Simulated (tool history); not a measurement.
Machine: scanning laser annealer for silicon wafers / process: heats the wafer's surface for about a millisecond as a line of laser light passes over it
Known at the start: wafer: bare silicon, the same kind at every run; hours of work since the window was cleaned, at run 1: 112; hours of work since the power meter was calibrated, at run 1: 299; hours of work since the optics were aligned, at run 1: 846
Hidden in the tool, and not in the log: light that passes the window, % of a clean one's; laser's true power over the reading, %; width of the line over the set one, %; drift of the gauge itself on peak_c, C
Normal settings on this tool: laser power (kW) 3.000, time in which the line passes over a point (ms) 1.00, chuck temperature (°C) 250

| run | hour | laser power (kW) | time in which the line passes over a point (ms) | chuck temperature (°C) | hours of work since the window was cleaned | hours of work since the power meter was calibrated | hours of work since the optics were aligned | highest temperature of the surface (°C) |
|---|---|---|---|---|---|---|---|---|
| 1 | 0.0 | 3.000 | 1.00 | 250 | 112 | 299 | 846 | 937 |
| 2 | 5.0 | 3.114 | 1.00 | 250 | 115 | 303 | 850 | 964 |
| 3 | 10.2 | 3.000 | 0.91 | 250 | 119 | 307 | 853 | 911 |
| 4 | 21.6 | 3.000 | 0.91 | 250 | 128 | 315 | 862 | 910 |
| 5 | 30.7 | 3.000 | 0.91 | 250 | 134 | 322 | 868 | 905 |
| 6 | 36.1 | 3.000 | 0.78 | 250 | 138 | 326 | 872 | 867 |
| 7 | 45.1 | 3.000 | 1.00 | 250 | 145 | 332 | 879 | 936 |
| 8 | 54.7 | 3.000 | 1.00 | 250 | 152 | 340 | 886 | 935 |
| 9 | 66.5 | 3.000 | 1.00 | 250 | 160 | 348 | 895 | 929 |
| 10 | 77.5 | 3.000 | 1.00 | 250 | 169 | 356 | 903 | 932 |
| 11 | 83.1 | 3.000 | 1.00 | 250 | 173 | 360 | 907 | 931 |
| 12 | 92.2 | 3.000 | 1.00 | 250 | 179 | 367 | 914 | 931 |
| 13 | 98.5 | 3.000 | 1.00 | 250 | 184 | 372 | 918 | 932 |
| 14 | 103.8 | 3.000 | 1.00 | 286 | 188 | 375 | 922 | 966 |
| 15 | 112.8 | 2.660 | 1.15 | 280 | 194 | 382 | 929 | 921 |
| 16 | 120.9 | 3.000 | 1.00 | 230 | 200 | 388 | 935 | 909 |
|  | 127.0 | optics aligned, line set to its width |
| 17 | 135.1 | 3.000 | 1.00 | 230 | 207 | 395 | 6 | 903 |
| 18 | 145.9 | 3.000 | 1.00 | 230 | 215 | 403 | 14 | 901 |
| 19 | 150.9 | 3.077 | 1.00 | 274 | 219 | 406 | 18 | 967 |
|  | 159.2 | optics aligned, line set to its width, once more |
| 20 | 165.0 | 3.000 | 1.06 | 250 | 225 | 413 | 4 | 954 |
| 21 | 173.8 | 3.220 | 1.08 | 250 | 232 | 420 | 11 | 1012 |
| 22 | 178.7 | 3.127 | 0.80 | 248 | 235 | 423 | 14 | 901 |
| 23 | 188.6 | 3.127 | 0.80 | 248 | 243 | 430 | 22 | 897 |
| 24 | 195.5 | 3.116 | 0.90 | 216 | 248 | 435 | 27 | 899 |
| 25 | 203.8 | 2.805 | 0.87 | 284 | 254 | 442 | 33 | 890 |
| 26 | 209.4 | 3.070 | 1.09 | 214 | 258 | 446 | 37 | 942 |
| 27 | 218.5 | 3.003 | 0.73 | 267 | 265 | 452 | 43 | 865 |

Across each entry between runs, compare the hidden state at the last listed run before it with the hidden state at the first listed run after it:
Between runs 16 and 17: optics aligned, line set to its width (hour 127.0)
  light that passes the window, % of a clean one's: 97.3 -> 97.22; laser's true power over the reading, %: -0.4 -> -0.41; width of the line over the set one, %: 3.17 -> 4.65
  measured minus no-state result, highest temperature of the surface (°C): -34 -> -39
Between runs 19 and 20: optics aligned, line set to its width, once more (hour 159.2)
  light that passes the window, % of a clean one's: 97.09 -> 97.01; width of the line over the set one, %: 4.68 -> 0.16
  measured minus no-state result, highest temperature of the surface (°C): -42 -> -25
